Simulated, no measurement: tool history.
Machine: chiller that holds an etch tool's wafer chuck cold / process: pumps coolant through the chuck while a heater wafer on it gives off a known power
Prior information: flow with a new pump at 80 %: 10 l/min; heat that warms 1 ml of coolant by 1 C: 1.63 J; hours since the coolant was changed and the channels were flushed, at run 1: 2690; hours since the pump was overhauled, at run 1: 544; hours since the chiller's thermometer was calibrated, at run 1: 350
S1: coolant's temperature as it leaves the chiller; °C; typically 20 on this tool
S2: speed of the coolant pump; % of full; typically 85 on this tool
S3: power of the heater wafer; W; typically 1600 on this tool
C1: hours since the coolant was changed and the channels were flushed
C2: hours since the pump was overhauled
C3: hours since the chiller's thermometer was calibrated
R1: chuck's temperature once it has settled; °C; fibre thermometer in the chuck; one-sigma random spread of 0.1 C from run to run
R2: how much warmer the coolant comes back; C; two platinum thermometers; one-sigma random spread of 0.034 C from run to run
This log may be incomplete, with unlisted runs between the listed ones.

Run 1, day 0.000: usual settings; C1 2690; C2 544; C3 350. Result: R1 33.3 °C, R2 5.54 C.
Run 2, day 2.408: usual settings; C1 2748; C2 602; C3 407. Result: R1 33.2 °C, R2 5.56 C.
Run 3, day 4.433: usual settings; C1 2796; C2 650; C3 456. Result: R1 33.1 °C, R2 5.57 C.
Run 4, day 8.854: usual settings but S1 24 °C; C1 2902; C2 756; C3 562. Result: R1 37.3 °C, R2 5.60 C.
Run 5, day 11.046: usual settings but S1 24 °C; C1 2955; C2 809; C3 615. Result: R1 37.4 °C, R2 5.61 C.
Run 6, day 15.275: usual settings but S1 27 °C; C1 3056; C2 910; C3 716. Result: R1 40.3 °C, R2 5.64 C.
Run 7, day 17.617: usual settings but S1 27 °C; C1 3112; C2 967; C3 772. Result: R1 40.4 °C, R2 5.66 C.
Run 8, day 21.488: usual settings but S3 2121 W; C1 3205; C2 1059; C3 865. Result: R1 37.5 °C, R2 7.36 C.
Run 9, day 23.704: usual settings but S3 2121 W; C1 3259; C2 1113; C3 918. Result: R1 37.7 °C, R2 7.44 C.
Run 10, day 26.400: usual settings but S2 92 % of full; C1 3323; C2 1177; C3 983. Result: R1 32.6 °C, R2 5.14 C.
Run 11, day 29.071: usual settings but S3 2171 W; C1 3387; C2 1241; C3 1047. Result: R1 38.0 °C, R2 7.56 C.
Run 12, day 31.100: usual settings; C1 3436; C2 1290; C3 1096. Result: R1 33.2 °C, R2 5.58 C.
Run 13, day 34.942: usual settings; C1 3528; C2 1382; C3 1188. Result: R1 33.2 °C, R2 5.59 C.
Run 14, day 39.467: usual settings but S1 14 °C, S2 64 % of full; C1 3637; C2 1491; C3 1297. Result: R1 30.9 °C, R2 7.53 C.
Run 15, day 42.962: usual settings but S1 11 °C, S2 74 % of full, S3 1396 W; C1 3721; C2 1575; C3 1381. Result: R1 24.1 °C, R2 5.68 C.
Run 16, day 45.221: usual settings but S1 23 °C, S2 98 % of full, S3 1050 W; C1 3775; C2 1629; C3 1435. Result: R1 30.8 °C, R2 3.26 C.
Run 17, day 47.558: usual settings but S1 25 °C, S2 99 % of full; C1 3831; C2 1685; C3 1491. Result: R1 36.6 °C, R2 4.92 C.
Run 18, day 51.296: usual settings but S1 19 °C, S2 99 % of full, S3 1646 W; C1 3921; C2 1775; C3 1581. Result: R1 31.2 °C, R2 5.00 C.
Run 19, day 54.708: usual settings but S2 88 % of full, S3 1531 W; C1 4003; C2 1857; C3 1662. Result: R1 32.4 °C, R2 5.26 C.
Run 20, day 56.800: usual settings but S1 12 °C, S2 68 % of full; C1 4053; C2 1907; C3 1713. Result: R1 27.9 °C, R2 7.06 C.
Run 21, day 61.346: usual settings but S1 27 °C, S2 71 % of full, S3 1889 W; C1 4162; C2 2016; C3 1822. Result: R1 45.1 °C, R2 8.04 C.
Run 22, day 64.446: usual settings but S2 81 % of full; C1 4236; C2 2090; C3 1896. Result: R1 33.8 °C, R2 5.96 C.
Run 23, day 67.462: usual settings but S2 81 % of full; C1 4309; C2 2163; C3 1969. Result: R1 33.7 °C, R2 5.98 C.
Run 24, day 69.729: usual settings but S3 1901 W; C1 4363; C2 2217; C3 2023. Result: R1 35.7 °C, R2 6.82 C.
At day 69.975: gauge calibrated.
Run 25, day 71.604: usual settings but S2 84 % of full, S3 2292 W; C1 4408; C2 2262; C3 2068. Result: R1 39.3 °C, R2 8.08 C.
Run 26, day 74.542: usual settings but S3 2292 W; C1 4479; C2 2333; C3 2138. Result: R1 38.9 °C, R2 7.98 C.

How would selected steps in R2 from run to run divide? Give the signed amount a tool lacking its hidden state would still show from settings, what came in and random variation, and the signed amount left for the hidden state, including any gauge scatter that is not in both of the compared results.
The tool's hidden condition here consists of: heat passed by the chuck's channels, % of clean ones'; flow at a given pump speed, % of a new pump's; coolant's true temperature over the reading, C; drift of the gauge itself on chuck_c, C; drift of the gauge itself on warmer_back_c, C.
Run 3 -> 4: S1 20 -> 24. R2 +0.03 C: hidden state +0.02, all else +0.01.
Run 10 -> 11: S2 92 -> 85, S3 1600 -> 2171. R2 +2.42 C: hidden state +0.01, all else +2.41.
Run 15 -> 16: S1 11 -> 23, S2 74 -> 98, S3 1396 -> 1050. R2 -2.42 C: hidden state +0.00, all else -2.42.
Run 24 -> 25: S2 85 -> 84, S3 1901 -> 2292, gauge calibrated. R2 +1.26 C: hidden state -0.18, all else +1.44.

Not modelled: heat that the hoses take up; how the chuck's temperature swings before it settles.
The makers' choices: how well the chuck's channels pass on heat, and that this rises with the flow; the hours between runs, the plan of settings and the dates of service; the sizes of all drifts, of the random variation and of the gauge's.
